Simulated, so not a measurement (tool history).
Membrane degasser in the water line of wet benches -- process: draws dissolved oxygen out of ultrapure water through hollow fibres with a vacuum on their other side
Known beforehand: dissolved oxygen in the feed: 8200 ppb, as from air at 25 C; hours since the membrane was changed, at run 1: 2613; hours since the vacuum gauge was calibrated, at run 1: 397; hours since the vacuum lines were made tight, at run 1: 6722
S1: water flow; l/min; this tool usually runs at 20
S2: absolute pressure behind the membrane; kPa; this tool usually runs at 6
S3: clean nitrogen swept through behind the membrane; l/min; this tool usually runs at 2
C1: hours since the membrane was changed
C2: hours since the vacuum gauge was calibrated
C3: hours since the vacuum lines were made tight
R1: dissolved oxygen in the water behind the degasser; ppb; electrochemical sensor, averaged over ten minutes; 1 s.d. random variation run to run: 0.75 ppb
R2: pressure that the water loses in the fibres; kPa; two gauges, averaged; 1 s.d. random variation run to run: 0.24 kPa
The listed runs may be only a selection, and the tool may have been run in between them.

{"run": 1, "hour": 0.0, "S1": 20, "S2": 6, "S3": 2, "C1": 2613, "C2": 397, "C3": 6722, "R1": 69, "R2": 61.96}
{"run": 2, "hour": 40.7, "S1": 20, "S2": 6, "S3": 2, "C1": 2653, "C2": 438, "C3": 6763, "R1": 68.5, "R2": 61.86}
{"run": 3, "hour": 97.0, "S1": 20, "S2": 6, "S3": 2, "C1": 2710, "C2": 494, "C3": 6819, "R1": 69.3, "R2": 61.78}
{"run": 4, "hour": 128.3, "S1": 20, "S2": 11.24, "S3": 2, "C1": 2741, "C2": 526, "C3": 6850, "R1": 192.6, "R2": 61.51}
{"run": 5, "hour": 196.7, "S1": 20, "S2": 6, "S3": 2, "C1": 2809, "C2": 594, "C3": 6919, "R1": 68, "R2": 62.38}
{"run": 6, "hour": 269.0, "S1": 20, "S2": 6, "S3": 2, "C1": 2882, "C2": 666, "C3": 6991, "R1": 67.2, "R2": 62.23}
{"run": 7, "hour": 301.6, "S1": 20, "S2": 6, "S3": 2, "C1": 2914, "C2": 699, "C3": 7024, "R1": 68.8, "R2": 62.06}
{"run": 8, "hour": 346.0, "S1": 20, "S2": 6, "S3": 1.19, "C1": 2959, "C2": 743, "C3": 7068, "R1": 108.8, "R2": 61.95}
{"run": 9, "hour": 387.7, "S1": 20, "S2": 6, "S3": 1.26, "C1": 3000, "C2": 785, "C3": 7110, "R1": 103.9, "R2": 61.64}
{"run": 10, "hour": 437.9, "S1": 20, "S2": 4.38, "S3": 1.26, "C1": 3051, "C2": 835, "C3": 7160, "R1": 45.2, "R2": 62.19}
{"run": 11, "hour": 502.7, "S1": 20, "S2": 4.38, "S3": 1.26, "C1": 3115, "C2": 900, "C3": 7225, "R1": 46.1, "R2": 61.92}
{"run": 12, "hour": 558.1, "S1": 20, "S2": 6.86, "S3": 2, "C1": 3171, "C2": 955, "C3": 7280, "R1": 89.6, "R2": 62.13}
{"run": 13, "hour": 609.3, "S1": 20, "S2": 6.86, "S3": 2, "C1": 3222, "C2": 1007, "C3": 7331, "R1": 87.4, "R2": 62.01}
{"run": 14, "hour": 674.7, "S1": 20, "S2": 6.86, "S3": 2, "C1": 3287, "C2": 1072, "C3": 7397, "R1": 89.1, "R2": 62.3}
{"run": 15, "hour": 706.1, "S1": 20, "S2": 6.86, "S3": 2, "C1": 3319, "C2": 1103, "C3": 7428, "R1": 89.1, "R2": 61.71}
{"run": 16, "hour": 738.6, "S1": 20, "S2": 6.86, "S3": 2, "C1": 3351, "C2": 1136, "C3": 7461, "R1": 91.2, "R2": 62.01}
{"run": 17, "hour": 773.0, "S1": 20, "S2": 6.86, "S3": 2, "C1": 3386, "C2": 1170, "C3": 7495, "R1": 89, "R2": 61.98}
{"run": 18, "hour": 814.2, "S1": 20, "S2": 5.36, "S3": 0.84, "C1": 3427, "C2": 1211, "C3": 7536, "R1": 115.6, "R2": 62.27}
{"run": 19, "hour": 858.2, "S1": 20, "S2": 6, "S3": 0.94, "C1": 3471, "C2": 1255, "C3": 7580, "R1": 133.2, "R2": 61.82}
{"run": 20, "hour": 909.3, "S1": 13, "S2": 6, "S3": 3.33, "C1": 3522, "C2": 1307, "C3": 7631, "R1": 27, "R2": 40.25}
{"run": 21, "hour": 942.1, "S1": 16, "S2": 3.66, "S3": 1.99, "C1": 3555, "C2": 1339, "C3": 7664, "R1": 10, "R2": 49.5}
{"run": 22, "hour": 994.0, "S1": 16, "S2": 3.66, "S3": 1.99, "C1": 3607, "C2": 1391, "C3": 7716, "R1": 10, "R2": 49.63}
{"run": 23, "hour": 1059.8, "S1": 23, "S2": 8.31, "S3": 1.32, "C1": 3673, "C2": 1457, "C3": 7782, "R1": 201.1, "R2": 71.31}
{"run": 24, "hour": 1103.2, "S1": 13, "S2": 11.86, "S3": 2.45, "C1": 3716, "C2": 1500, "C3": 7825, "R1": 111.9, "R2": 40.49}
{"run": 25, "hour": 1136.9, "S1": 13, "S2": 11.86, "S3": 2.45, "C1": 3750, "C2": 1534, "C3": 7859, "R1": 111.2, "R2": 40.41}
{"run": 26, "hour": 1206.5, "S1": 13, "S2": 11.86, "S3": 2.45, "C1": 3819, "C2": 1604, "C3": 7929, "R1": 110.5, "R2": 39.9}
{"run": 27, "hour": 1257.1, "S1": 13, "S2": 6, "S3": 4.9, "C1": 3870, "C2": 1654, "C3": 7979, "R1": 19.3, "R2": 40.16}
{"run": 28, "hour": 1320.1, "S1": 15, "S2": 6.65, "S3": 5.37, "C1": 3933, "C2": 1717, "C3": 8042, "R1": 24.8, "R2": 46.17}
{"run": 29, "hour": 1380.8, "S1": 20, "S2": 7.45, "S3": 4.9, "C1": 3994, "C2": 1778, "C3": 8103, "R1": 45.5, "R2": 61.81}
{"run": 30, "hour": 1436.1, "S1": 32, "S2": 6, "S3": 2, "C1": 4049, "C2": 1833, "C3": 8158, "R1": 124.8, "R2": 99.18}
{"run": 31, "hour": 1467.2, "S1": 32, "S2": 6, "S3": 2, "C1": 4080, "C2": 1864, "C3": 8189, "R1": 123.1, "R2": 99.52}
{"run": 32, "hour": 1512.6, "S1": 13, "S2": 3.76, "S3": 2, "C1": 4125, "C2": 1910, "C3": 8235, "R1": 8.6, "R2": 40.62}

Consider 4 possible next runs. They are alternatives, not a sequence: every one starts from the tool as it was left by run 32. What does each give?
{"run": "A", "hour": 1550.3, "S1": 24, "S2": 8.23, "S3": 2, "C1": 4163, "C2": 1948, "C3": 8272, "R1": "?", "R2": "?"}
{"run": "B", "hour": 1550.3, "S1": 17, "S2": 3.85, "S3": 2, "C1": 4163, "C2": 1948, "C3": 8272, "R1": "?", "R2": "?"}
{"run": "C", "hour": 1550.3, "S1": 14, "S2": 3.76, "S3": 2, "C1": 4163, "C2": 1948, "C3": 8272, "R1": "?", "R2": "?"}
{"run": "D", "hour": 1550.3, "S1": 13, "S2": 6.49, "S3": 3.31, "C1": 4163, "C2": 1948, "C3": 8272, "R1": "?", "R2": "?"}

run=A R1=147.1 R2=74.49
run=B R1=14.4 R2=52.63
run=C R1=9.8 R2=43.27
run=D R1=32.4 R2=40.29
What these runs would have given with no unlogged condition in the tool:
run=A R1=147 R2=74.46
run=B R1=14.4 R2=52.61
run=C R1=9.7 R2=43.25
run=D R1=32.3 R2=40.27
